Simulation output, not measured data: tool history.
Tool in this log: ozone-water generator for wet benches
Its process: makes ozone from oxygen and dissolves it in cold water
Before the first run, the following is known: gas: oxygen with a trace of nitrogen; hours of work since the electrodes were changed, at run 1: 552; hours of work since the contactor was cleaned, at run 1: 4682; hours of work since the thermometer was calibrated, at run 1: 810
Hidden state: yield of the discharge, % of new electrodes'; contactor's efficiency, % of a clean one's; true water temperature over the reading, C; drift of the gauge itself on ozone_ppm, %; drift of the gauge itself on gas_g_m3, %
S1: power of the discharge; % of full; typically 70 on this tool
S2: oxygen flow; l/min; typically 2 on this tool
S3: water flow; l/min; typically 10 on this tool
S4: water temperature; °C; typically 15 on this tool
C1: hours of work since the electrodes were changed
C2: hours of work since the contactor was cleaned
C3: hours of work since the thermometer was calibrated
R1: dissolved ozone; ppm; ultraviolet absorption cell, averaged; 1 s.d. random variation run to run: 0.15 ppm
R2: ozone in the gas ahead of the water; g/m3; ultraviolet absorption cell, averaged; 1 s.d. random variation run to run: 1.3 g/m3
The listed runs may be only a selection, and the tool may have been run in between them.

| run | hour | S1 | S2 | S3 | S4 | C1 | C2 | C3 | R1 | R2 |
|---|---|---|---|---|---|---|---|---|---|---|
| 1 | 0 | 70 | 2 | 10 | 15 | 552 | 4682 | 810 | 17.4 | 234.4 |
| 2 | 21.8 | 70 | 2 | 10 | 17 | 568 | 4698 | 826 | 17.3 | 237.3 |
| 3 | 34.9 | 70 | 2 | 10 | 17 | 578 | 4707 | 836 | 17.3 | 235.2 |
| 4 | 57.5 | 70 | 2 | 10 | 17 | 595 | 4724 | 852 | 17.1 | 236.1 |
| 5 | 72.7 | 70 | 2 | 10 | 17 | 606 | 4735 | 864 | 17 | 233.5 |
| 6 | 100.2 | 70 | 2 | 10 | 15 | 627 | 4756 | 884 | 17.6 | 234.8 |
| 7 | 131.9 | 70 | 2 | 10 | 15 | 650 | 4779 | 908 | 17.8 | 232.1 |
| 8 | 160.5 | 70 | 2 | 10 | 15 | 671 | 4801 | 929 | 17.6 | 233.8 |
| 9 | 191.8 | 70 | 2 | 10 | 15 | 694 | 4824 | 952 | 17.8 | 234.5 |
| 10 | 209.2 | 70 | 2 | 10 | 15 | 707 | 4837 | 965 | 17.6 | 233.3 |
| 11 | 234.9 | 70 | 2 | 10 | 15 | 726 | 4856 | 984 | 17.6 | 233.7 |
| 12 | 252.4 | 70 | 2 | 10 | 15 | 739 | 4869 | 997 | 17.6 | 232 |
| 13 | 271.1 | 70 | 2 | 10 | 15 | 753 | 4883 | 1011 | 17.9 | 234.5 |
| 14 | 301.2 | 41 | 1.33 | 10 | 15 | 776 | 4905 | 1033 | 10.5 | 185.9 |
| 15 | 324.9 | 62 | 2.72 | 10 | 15 | 793 | 4922 | 1051 | 16 | 176.5 |
| 16 | 348.3 | 76 | 1.19 | 14 | 15 | 811 | 4940 | 1068 | 12.4 | 332.5 |
| 17 | 379.9 | 49 | 3.53 | 6 | 20 | 834 | 4963 | 1091 | 16.3 | 124.8 |
| 18 | 393.5 | 49 | 3.53 | 6 | 20 | 844 | 4973 | 1101 | 16.5 | 125.4 |
| 19 | 425.3 | 49 | 1.24 | 10 | 15 | 868 | 4997 | 1125 | 12 | 223.1 |
| 20 | 442.7 | 49 | 1.24 | 10 | 15 | 880 | 5010 | 1138 | 12.2 | 225 |
| 21 | 456.7 | 49 | 1.24 | 10 | 15 | 891 | 5020 | 1148 | 12 | 223.6 |
| 22 | 471.3 | 45 | 1.58 | 10 | 15 | 902 | 5031 | 1159 | 11.9 | 180.9 |
| 23 | 503 | 43 | 1.58 | 10 | 19 | 925 | 5055 | 1183 | 10.9 | 174.1 |
| 24 | 532.1 | 70 | 1.49 | 10 | 15 | 947 | 5076 | 1204 | 17 | 273.1 |
| 25 | 549.7 | 70 | 1.49 | 10 | 15 | 960 | 5089 | 1217 | 16.7 | 271.7 |

Each run again, without the hidden state but with its own random variation kept:
| run | R2 |
|---|---|
| 1 | 234.4 |
| 2 | 237.6 |
| 3 | 235.6 |
| 4 | 236.8 |
| 5 | 234.4 |
| 6 | 236 |
| 7 | 233.6 |
| 8 | 235.7 |
| 9 | 236.7 |
| 10 | 235.7 |
| 11 | 236.4 |
| 12 | 235 |
| 13 | 237.7 |
| 14 | 188.7 |
| 15 | 179.3 |
| 16 | 338.3 |
| 17 | 127.1 |
| 18 | 127.8 |
| 19 | 227.9 |
| 20 | 230 |
| 21 | 228.7 |
| 22 | 185.2 |
| 23 | 178.5 |
| 24 | 280.5 |
| 25 | 279.2 |
R1 without the hidden state stays within 0.1 ppm of what was measured, in all runs.
